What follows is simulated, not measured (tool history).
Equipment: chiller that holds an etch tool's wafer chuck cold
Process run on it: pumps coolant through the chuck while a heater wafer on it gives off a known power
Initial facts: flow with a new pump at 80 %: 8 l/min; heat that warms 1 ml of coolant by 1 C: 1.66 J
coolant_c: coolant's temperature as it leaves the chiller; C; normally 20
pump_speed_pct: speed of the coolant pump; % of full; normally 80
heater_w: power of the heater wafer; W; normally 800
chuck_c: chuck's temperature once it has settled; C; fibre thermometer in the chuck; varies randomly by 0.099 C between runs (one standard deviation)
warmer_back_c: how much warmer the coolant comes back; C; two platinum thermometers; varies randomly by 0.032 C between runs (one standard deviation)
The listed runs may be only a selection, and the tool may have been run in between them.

run,hour,coolant_c,pump_speed_pct,heater_w,chuck_c,warmer_back_c
1,0.0,20,80,800,25.94,3.56
2,119.4,20,78,800,26.07,3.73
3,251.1,20,78,800,26.01,3.70
4,384.0,20,80,800,25.90,3.66
5,458.8,20,80,800,25.80,3.64
6,574.7,20,80,800,25.88,3.67
7,656.2,20,80,800,26.05,3.70
8,735.4,20,90,621,24.22,2.59
9,796.9,29,97,662,33.36,2.52
10,869.8,29,97,662,33.44,2.55
11,931.9,29,97,662,33.32,2.54
12,1053.5,10,80,924,16.90,4.26
13,1179.3,23,82,426,25.97,1.98
14,1255.8,23,85,1060,30.64,4.62

Missing from the log above: 1 entry noted between runs. For each, name the pair of listed runs it sits between and say how the tool's hidden condition differs from the listed run just before to the listed run just after:
Run 5 -> run 6: coolant changed, channels flushed (hour 529.8)
  heat passed by the chuck's channels, % of clean ones': 99.7 -> 100; drift of the gauge itself on warmer_back_c, C: 0.04 -> 0.05
  measured result minus the result with no hidden state, warmer_back_c: +0.04 -> +0.05 C
